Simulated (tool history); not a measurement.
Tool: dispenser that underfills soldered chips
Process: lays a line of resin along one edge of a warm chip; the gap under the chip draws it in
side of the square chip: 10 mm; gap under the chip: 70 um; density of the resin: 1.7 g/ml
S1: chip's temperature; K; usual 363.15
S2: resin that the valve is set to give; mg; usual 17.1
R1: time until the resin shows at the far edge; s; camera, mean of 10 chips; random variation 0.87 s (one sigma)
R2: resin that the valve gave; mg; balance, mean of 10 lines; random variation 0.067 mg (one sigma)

Run 1, day 0: usual settings. Result: R1 117.9 s, R2 16.88 mg.
At day 0.325: new syringe of resin.
Run 2, day 0.412: usual settings. Result: R1 86.2 s, R2 16.85 mg.
Run 3, day 0.692: usual settings but S1 352.15 K. Result: R1 196.1 s, R2 16.68 mg.
At day 1: new syringe of resin.
Run 4, day 1.029: usual settings but S1 352.15 K. Result: R1 134.1 s, R2 16.61 mg.
Run 5, day 1.375: usual settings but S2 18.3 mg. Result: R1 118.4 s, R2 17.71 mg.
Run 6, day 1.633: usual settings but S2 18.3 mg. Result: R1 162.7 s, R2 17.6 mg.
At day 1.671: new syringe of resin.
Run 7, day 1.829: usual settings but S1 351.15 K. Result: R1 161.4 s, R2 16.42 mg.
Run 8, day 2.162: usual settings but S1 351.15 K. Result: R1 240.2 s, R2 16.37 mg.
At day 2.346: new syringe of resin.
Run 9, day 2.5: usual settings but S2 14.9 mg. Result: R1 99.7 s, R2 14.25 mg.
Run 10, day 2.725: usual settings but S2 19.2 mg. Result: R1 119.8 s, R2 18.14 mg.
At day 3.029: new syringe of resin.
Run 11, day 3.112: usual settings but S1 372.15 K, S2 19.2 mg. Result: R1 56.6 s, R2 18.02 mg.
Run 12, day 3.483: usual settings but S1 372.15 K, S2 19.2 mg. Result: R1 87.6 s, R2 18 mg.
At day 3.704: new syringe of resin.
Run 13, day 3.842: usual settings. Result: R1 91.9 s, R2 15.89 mg.
Run 14, day 4.15: usual settings. Result: R1 130.6 s, R2 15.81 mg.
At day 4.238: dispensing valve cleaned and set on the balance.
At day 4.421: new syringe of resin.
Run 15, day 4.55: usual settings but S2 19.3 mg. Result: R1 86.5 s, R2 19.23 mg.
Run 16, day 4.742: usual settings. Result: R1 112.1 s, R2 16.98 mg.
Run 17, day 5.017: usual settings. Result: R1 146.4 s, R2 16.92 mg.
At day 5.104: new syringe of resin.
Run 18, day 5.342: usual settings. Result: R1 102.5 s, R2 16.85 mg.
Run 19, day 5.729: usual settings but S1 358.15 K, S2 18 mg. Result: R1 197.2 s, R2 17.63 mg.
At day 5.779: new syringe of resin.
Run 20, day 6.104: usual settings but S1 359.15 K, S2 17.2 mg. Result: R1 133.4 s, R2 16.83 mg.
Run 21, day 6.317: usual settings but S1 352.15 K, S2 16.6 mg. Result: R1 246.7 s, R2 16.08 mg.
At day 6.475: new syringe of resin.
Run 22, day 6.662: usual settings but S2 17.3 mg. Result: R1 94 s, R2 16.64 mg.
Run 23, day 7.067: usual settings but S2 17.3 mg. Result: R1 152.2 s, R2 16.61 mg.
At day 7.146: new syringe of resin.
Run 24, day 7.325: usual settings but S1 377.15 K, S2 17.8 mg. Result: R1 52.5 s, R2 16.9 mg.
Run 25, day 7.692: usual settings but S1 377.15 K, S2 17.8 mg. Result: R1 79.7 s, R2 16.94 mg.
At day 7.825: new syringe of resin.
Run 26, day 7.988: usual settings but S1 373.15 K, S2 21.1 mg. Result: R1 59.8 s, R2 19.99 mg.
Run 27, day 8.388: usual settings but S1 360.15 K, S2 16 mg. Result: R1 177.9 s, R2 14.89 mg.
At day 8.496: new syringe of resin.
Run 28, day 8.679: usual settings but S2 20.2 mg. Result: R1 94.4 s, R2 18.9 mg.
Run 29, day 8.942: usual settings but S2 19 mg. Result: R1 126.8 s, R2 17.6 mg.
At day 9.175: dispensing valve cleaned and set on the balance.
Run 30, day 9.183: usual settings but S1 367.15 K, S2 20.1 mg. Result: R1 132.9 s, R2 20.12 mg.
At day 9.225: new syringe of resin.
Run 31, day 9.446: usual settings but S1 371.15 K. Result: R1 69.6 s, R2 17.08 mg.
Run 32, day 9.733: usual settings but S1 377.15 K, S2 18.4 mg. Result: R1 74.8 s, R2 18.19 mg.
At day 9.9: new syringe of resin.
Run 33, day 9.967: usual settings but S2 21.6 mg. Result: R1 80.7 s, R2 21.44 mg.
Run 34, day 10.138: usual settings but S1 376.15 K, S2 21.5 mg. Result: R1 57 s, R2 21.23 mg.
Run 35, day 10.383: usual settings but S1 376.15 K, S2 21.5 mg. Result: R1 75 s, R2 21.19 mg.
At day 10.575: new syringe of resin.
Run 36, day 10.775: usual settings but S1 376.15 K, S2 21.5 mg. Result: R1 54.3 s, R2 21.04 mg.

Some steps in R1 between neighbouring runs. How much of each would the tool show without its hidden state too (settings, what came in, random variation), and how much is left for the hidden state, with any gauge scatter that isn't in both results?
The hidden state here: resin's viscosity, % of fresh resin's; dose that the valve gives, % of what is set; true chip temperature over the reading, C; drift of the gauge itself on fill_s, %; drift of the gauge itself on given_mg, %.
Run 7 -> 8: no setting changed, nothing entered. R1 +78.8 s: hidden state +77.5, all else +1.3.
Run 8 -> 9: S1 351.15 -> 363.15, S2 17.1 -> 14.9, new syringe of resin. R1 -140.5 s: hidden state -84.5, all else -56.
Run 21 -> 22: S1 352.15 -> 363.15, S2 16.6 -> 17.3, new syringe of resin. R1 -152.7 s: hidden state -94.3, all else -58.4.
Run 26 -> 27: S1 373.15 -> 360.15, S2 21.1 -> 16. R1 +118.1 s: hidden state +74.3, all else +43.8.
